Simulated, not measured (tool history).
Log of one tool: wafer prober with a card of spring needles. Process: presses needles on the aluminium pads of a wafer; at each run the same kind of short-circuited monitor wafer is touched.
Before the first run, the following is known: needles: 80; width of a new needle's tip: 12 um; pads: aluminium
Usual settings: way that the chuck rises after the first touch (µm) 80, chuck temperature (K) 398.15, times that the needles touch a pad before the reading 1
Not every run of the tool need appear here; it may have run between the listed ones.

run     day  way that the chuck rises after the first touch (µm)  chuck temperature (K)  times that the needles touch a pad before the reading  resistance of one needle with its contact and lead (mohm)  way that a needle slides on the pad (µm)
  1   0.000                                                   80                 398.15                                                      1                                                        187                                     11.01
  2   0.375                                                   80                 328.15                                                      1                                                        178                                     10.96
  3   0.733                                                   80                 328.15                                                      1                                                        180                                     11.00
  4   1.246                                                   80                 328.15                                                      1                                                        177                                     11.01
  5   1.829                                                   80                 328.15                                                      1                                                        176                                     11.01
  6   2.104                                                   80                 398.15                                                      1                                                        192                                     11.00
  7   2.625                                                   80                 398.15                                                      1                                                        188                                     10.99
  8   3.138                                                   80                 398.15                                                      1                                                        191                                     10.98
  9   3.533                                                   80                 398.15                                                      1                                                        193                                     10.99
 10   4.175                                                   80                 398.15                                                      1                                                        194                                     10.99
 11   4.488                                                   80                 398.15                                                      1                                                        191                                     11.00
 12   4.771                                                   80                 398.15                                                      1                                                        189                                     10.99
 13   5.358                                                   92                 398.15                                                      1                                                        190                                     12.62
 14   5.838                                                   76                 398.15                                                      3                                                        190                                     10.44
 15   6.162                                                   88                 299.15                                                      1                                                        172                                     12.09
 16   6.492                                                   80                 398.15                                                      2                                                        192                                     10.98
 17   6.858                                                   80                 398.15                                                      2                                                        190                                     10.99
 18   7.321                                                   81                 315.15                                                      1                                                        176                                     11.10
 19   7.642                                                   73                 315.15                                                      2                                                        174                                     10.01
 20   8.000                                                   73                 315.15                                                      2                                                        173                                     10.05
 21   8.596                                                   98                 311.15                                                      3                                                        173                                     13.47
 22   9.183                                                   78                 362.15                                                      2                                                        185                                     10.72
 23   9.592                                                   81                 398.15                                                      3                                                        191                                     11.14
 24   9.871                                                   80                 300.15                                                      1                                                        173                                     10.98
 25  10.362                                                   80                 300.15                                                      1                                                        172                                     10.99
 26  10.700                                                   69                 398.15                                                      1                                                        194                                      9.49

Withheld: 20 entries from between the runs. Position of each, and hidden state at the listed run before versus the listed run after:
From run 1 to run 2: tips cleaned on abrasive film (day 0.367)
  debris on the tips, nm: 1.6 -> 0.3
From run 3 to run 4: tips cleaned on abrasive film (day 0.992)
  debris on the tips, nm: 2.1 -> 1.8; way that the needles fall short of the set height, um: 0.02 -> 0.03
From run 4 to run 5: tips cleaned on abrasive film (day 1.575); height of the first contact set anew (day 1.717)
  debris on the tips, nm: 1.8 -> 1.7; way that the needles fall short of the set height, um: 0.03 -> 0
From run 6 to run 7: tips cleaned on abrasive film (day 2.217)
  debris on the tips, nm: 2.5 -> 2.3
From run 7 to run 8: tips cleaned on abrasive film (day 2.800)
  debris on the tips, nm: 2.3 -> 2; way that the needles fall short of the set height, um: 0 -> 0.01; tips' diameter, um: 12.03 -> 12.04
From run 8 to run 9: tips cleaned on abrasive film (day 3.383)
  debris on the tips, nm: 2 -> 1.2
From run 9 to run 10: tips cleaned on abrasive film (day 3.996)
  debris on the tips, nm: 1.2 -> 1.5; way that the needles fall short of the set height, um: 0.01 -> 0.02
From run 11 to run 12: tips cleaned on abrasive film (day 4.600)
  debris on the tips, nm: 2.4 -> 1.4
From run 12 to run 13: tips cleaned on abrasive film (day 5.217)
  debris on the tips, nm: 1.4 -> 1.2; way that the needles fall short of the set height, um: 0.02 -> 0.03
From run 13 to run 14: tips cleaned on abrasive film (day 5.796)
  debris on the tips, nm: 1.2 -> 0.6
From run 15 to run 16: tips cleaned on abrasive film (day 6.396)
  debris on the tips, nm: 2.2 -> 1
From run 17 to run 18: height of the first contact set anew (day 6.975); tips cleaned on abrasive film (day 7.029)
  debris on the tips, nm: 2.4 -> 1.7; way that the needles fall short of the set height, um: 0.03 -> 0; tips' diameter, um: 12.04 -> 12.05
From run 18 to run 19: tips cleaned on abrasive film (day 7.629)
  debris on the tips, nm: 1.7 -> 0.3; way that the needles fall short of the set height, um: 0 -> 0.01
From run 20 to run 21: tips cleaned on abrasive film (day 8.242)
  debris on the tips, nm: 2.2 -> 2.1
From run 21 to run 22: tips cleaned on abrasive film (day 8.867)
  debris on the tips, nm: 2.1 -> 1.9; way that the needles fall short of the set height, um: 0.01 -> 0.02
From run 22 to run 23: tips cleaned on abrasive film (day 9.475)
  debris on the tips, nm: 1.9 -> 1.2
From run 24 to run 25: tips cleaned on abrasive film (day 10.100)
  debris on the tips, nm: 2.2 -> 1.7; way that the needles fall short of the set height, um: 0.02 -> 0.03
From run 25 to run 26: tips cleaned on abrasive film (day 10.700)
  debris on the tips, nm: 1.7 -> 0.3
